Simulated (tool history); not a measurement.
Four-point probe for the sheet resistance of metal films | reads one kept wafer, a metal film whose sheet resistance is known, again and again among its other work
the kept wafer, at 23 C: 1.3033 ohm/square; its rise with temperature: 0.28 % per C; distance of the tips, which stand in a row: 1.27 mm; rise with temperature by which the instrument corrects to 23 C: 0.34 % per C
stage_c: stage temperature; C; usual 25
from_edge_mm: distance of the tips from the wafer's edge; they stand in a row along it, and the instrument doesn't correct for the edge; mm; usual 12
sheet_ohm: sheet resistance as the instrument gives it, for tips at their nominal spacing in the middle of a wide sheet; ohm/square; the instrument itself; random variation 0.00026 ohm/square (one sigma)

| run | hour | stage_c | from_edge_mm | sheet_ohm |
|---|---|---|---|---|
| 1 | 0.0 | 25 | 12 | 1.314048 |
| 2 | 42.3 | 25 | 6 | 1.337720 |
| 3 | 72.5 | 25 | 6 | 1.338101 |
| 4 | 127.3 | 25 | 33 | 1.307949 |
| 5 | 166.8 | 25 | 33 | 1.308771 |
| 6 | 194.4 | 25 | 49 | 1.308268 |
| 7 | 244.6 | 25 | 49 | 1.308650 |
| 8 | 270.6 | 21 | 12 | 1.319161 |
| 9 | 309.3 | 30 | 12 | 1.313156 |
| 10 | 351.3 | 30 | 12 | 1.313391 |
|  | 355.5 | stage's thermometer calibrated |
| 11 | 404.1 | 25 | 29 | 1.311112 |
| 12 | 432.3 | 25 | 29 | 1.310735 |
| 13 | 472.5 | 33 | 12 | 1.312309 |
| 14 | 527.0 | 33 | 12 | 1.312649 |
| 15 | 573.1 | 24 | 48 | 1.311987 |
|  | 584.9 | stage's thermometer calibrated, once more |
| 16 | 604.1 | 20 | 48 | 1.315238 |
| 17 | 641.4 | 20 | 48 | 1.315556 |
| 18 | 678.4 | 23 | 12 | 1.320728 |
| 19 | 733.2 | 19 | 3 | 1.430655 |
| 20 | 778.1 | 23 | 24 | 1.315720 |
| 21 | 804.2 | 24 | 19 | 1.315900 |
| 22 | 844.3 | 33 | 21 | 1.309684 |
| 23 | 892.8 | 32 | 48 | 1.308360 |
| 24 | 947.2 | 26 | 45 | 1.312944 |
| 25 | 971.8 | 30 | 9 | 1.324101 |
| 26 | 1017.5 | 32 | 73 | 1.309061 |

Hidden state or all else? Some run-to-run changes of sheet_ohm, split into what the settings, what came in and random variation would give without the hidden state, and what is left for the hidden state (with any gauge scatter that isn't in both results):
The hidden state here: inner tips' distance over the nominal, %; tips' flats over new ones', %; wafer's true temperature over the reading, C; drift of the gauge itself on sheet_ohm, %.
Run 18 -> 19: stage_c 23 -> 19, from_edge_mm 12 -> 3. sheet_ohm +0.109927 ohm/square: hidden state +0.001150, all else +0.108777.
Run 19 -> 20: stage_c 19 -> 23, from_edge_mm 3 -> 24. sheet_ohm -0.114935 ohm/square: hidden state -0.000455, all else -0.114480.
